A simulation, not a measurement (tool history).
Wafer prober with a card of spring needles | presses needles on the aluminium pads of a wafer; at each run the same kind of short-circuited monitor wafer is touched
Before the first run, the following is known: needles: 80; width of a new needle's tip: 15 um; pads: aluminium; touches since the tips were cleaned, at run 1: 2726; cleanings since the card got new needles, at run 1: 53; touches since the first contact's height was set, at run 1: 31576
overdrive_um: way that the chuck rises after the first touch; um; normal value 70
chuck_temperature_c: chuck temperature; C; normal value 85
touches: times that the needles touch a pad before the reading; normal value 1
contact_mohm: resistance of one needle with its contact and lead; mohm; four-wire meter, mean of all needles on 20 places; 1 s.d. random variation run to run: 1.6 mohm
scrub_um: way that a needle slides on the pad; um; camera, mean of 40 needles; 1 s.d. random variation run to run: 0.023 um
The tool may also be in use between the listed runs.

run,hour,overdrive_um,chuck_temperature_c,touches,touches since the tips were cleaned,cleanings since the card got new needles,touches since the first contact's height was set,contact_mohm,scrub_um
1,0.0,70,85,1,2726,53,31576,414,17.94
# hour 10.8: tips cleaned on abrasive film
2,16.3,70,81,1,2134,54,37938,411,17.84
# hour 27.5: tips cleaned on abrasive film
# hour 46.2: tips cleaned on abrasive film
3,46.2,70,81,1,0,56,49617,172,17.79
4,60.6,70,81,1,5675,56,55292,521,17.86
# hour 63.5: tips cleaned on abrasive film
# hour 81.1: tips cleaned on abrasive film
5,81.1,61,85,1,0,58,63309,206,15.46
# hour 100.1: tips cleaned on abrasive film
6,105.7,70,85,1,2189,59,72927,396,17.76
# hour 113.5: height of the first contact set anew
# hour 117.6: tips cleaned on abrasive film
7,129.4,70,85,1,4637,60,6212,512,18.02
# hour 135.0: tips cleaned on abrasive film
# hour 152.5: tips cleaned on abrasive film
8,163.6,70,85,1,4345,62,19573,496,17.93
# hour 169.6: tips cleaned on abrasive film
9,181.2,70,85,1,4571,63,26452,513,17.96
# hour 187.3: tips cleaned on abrasive film
# hour 204.0: tips cleaned on abrasive film
10,211.9,70,85,1,3091,65,38460,467,17.84
# hour 221.1: tips cleaned on abrasive film
# hour 238.8: tips cleaned on abrasive film
11,238.8,70,85,1,0,67,48962,190,17.77
# hour 256.6: tips cleaned on abrasive film
12,266.5,54,85,1,3878,68,59829,766,13.63
# hour 273.6: tips cleaned on abrasive film
# hour 292.3: tips cleaned on abrasive film
13,300.8,58,56,3,3349,70,73256,330,14.64
# hour 307.0: height of the first contact set anew
# hour 309.7: tips cleaned on abrasive film
14,325.7,58,56,3,6316,71,7327,366,14.89
# hour 329.0: tips cleaned on abrasive film
# hour 345.4: tips cleaned on abrasive film
15,345.4,84,29,1,0,73,14985,163,21.53
# hour 363.5: tips cleaned on abrasive film
16,375.8,56,33,2,4861,74,26915,523,14.33
# hour 381.3: tips cleaned on abrasive film
17,390.4,70,78,1,3601,75,32611,513,17.87
# hour 399.6: tips cleaned on abrasive film
18,406.7,70,46,1,2775,76,38972,436,17.90
# hour 417.2: tips cleaned on abrasive film
# hour 434.3: tips cleaned on abrasive film
19,439.4,70,46,1,1993,78,51775,433,17.79
# hour 450.9: tips cleaned on abrasive film
20,459.0,73,76,1,3201,79,59442,467,18.56
# hour 467.9: tips cleaned on abrasive film
21,483.3,73,76,1,6052,80,68946,548,18.57
# hour 485.0: tips cleaned on abrasive film
# hour 500.7: height of the first contact set anew
22,501.0,71,72,2,6173,81,120,393,18.27

Hidden state or all else? Some run-to-run changes of contact_mohm, split into what the settings, what came in and random variation would give without the hidden state, and what is left for the hidden state (with any gauge scatter that isn't in both results):
Hidden state present: debris on the tips, nm; way that the needles fall short of the set height, um; tips' diameter, um; drift of the gauge itself on contact_mohm, %; drift of the gauge itself on scrub_um, %.
Run 11 -> 12: overdrive_um 70 -> 54, tips cleaned on abrasive film. contact_mohm +576 mohm: hidden state +564, all else +12.
Run 12 -> 13: overdrive_um 54 -> 58, chuck_temperature_c 85 -> 56, touches 1 -> 3, tips cleaned on abrasive film, tips cleaned on abrasive film. contact_mohm -436 mohm: hidden state -422, all else -14.

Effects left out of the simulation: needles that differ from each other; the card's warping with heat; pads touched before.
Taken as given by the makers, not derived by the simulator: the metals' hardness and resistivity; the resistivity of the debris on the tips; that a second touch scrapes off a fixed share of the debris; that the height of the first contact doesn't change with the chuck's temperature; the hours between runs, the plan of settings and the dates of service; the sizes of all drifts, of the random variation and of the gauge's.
